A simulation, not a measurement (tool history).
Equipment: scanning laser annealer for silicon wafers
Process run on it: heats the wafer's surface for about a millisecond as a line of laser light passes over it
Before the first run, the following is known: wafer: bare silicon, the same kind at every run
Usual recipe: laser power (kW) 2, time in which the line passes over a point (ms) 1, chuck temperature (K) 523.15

| run | hour | laser power (kW) | time in which the line passes over a point (ms) | chuck temperature (K) | highest temperature of the surface (K) |
|---|---|---|---|---|---|
| 1 | 0 | 2 | 1 | 523.15 | 1319.15 |
| 2 | 19.6 | 2 | 1 | 523.15 | 1319.15 |
| 3 | 31.4 | 2 | 1 | 523.15 | 1318.15 |
| 4 | 50 | 2 | 1 | 523.15 | 1316.15 |
| 5 | 58.8 | 2 | 0.7 | 523.15 | 1205.15 |
| 6 | 69.8 | 2 | 0.89 | 523.15 | 1278.15 |
| 7 | 80.6 | 2 | 1 | 523.15 | 1316.15 |
| 8 | 95.8 | 2 | 1 | 523.15 | 1317.15 |
| 9 | 105.6 | 2 | 1 | 497.15 | 1289.15 |
|  | 115.1 | window over the wafer cleaned |
| 10 | 116.2 | 2 | 1 | 497.15 | 1320.15 |
| 11 | 127.6 | 2 | 1 | 523.15 | 1345.15 |
| 12 | 140.2 | 2 | 1 | 523.15 | 1344.15 |
| 13 | 151.3 | 2 | 1 | 523.15 | 1346.15 |
| 14 | 170.3 | 2 | 1.17 | 523.15 | 1404.15 |
| 15 | 181.1 | 2 | 1.17 | 523.15 | 1401.15 |
| 16 | 192.6 | 2 | 1.17 | 523.15 | 1401.15 |
| 17 | 212.1 | 2 | 1.17 | 523.15 | 1402.15 |
| 18 | 230 | 2 | 1 | 523.15 | 1343.15 |
| 19 | 242 | 2 | 1 | 523.15 | 1342.15 |
| 20 | 257.5 | 1.874 | 0.87 | 523.15 | 1229.15 |
| 21 | 271.8 | 1.968 | 1.13 | 490.15 | 1336.15 |
| 22 | 288.3 | 1.968 | 0.89 | 539.15 | 1299.15 |
| 23 | 300.3 | 1.968 | 0.89 | 539.15 | 1296.15 |
| 24 | 311.7 | 1.968 | 0.89 | 539.15 | 1296.15 |

Run 25 comes next. What will it give?
| 25 | 326.9 | 1.968 | 0.89 | 539.15 | ? |

Logged for run 25: highest temperature of the surface (K) 1296.15.
Were there no unlogged condition in the tool, this run, its random variation unchanged, would have produced highest temperature of the surface (K) 1315.15.
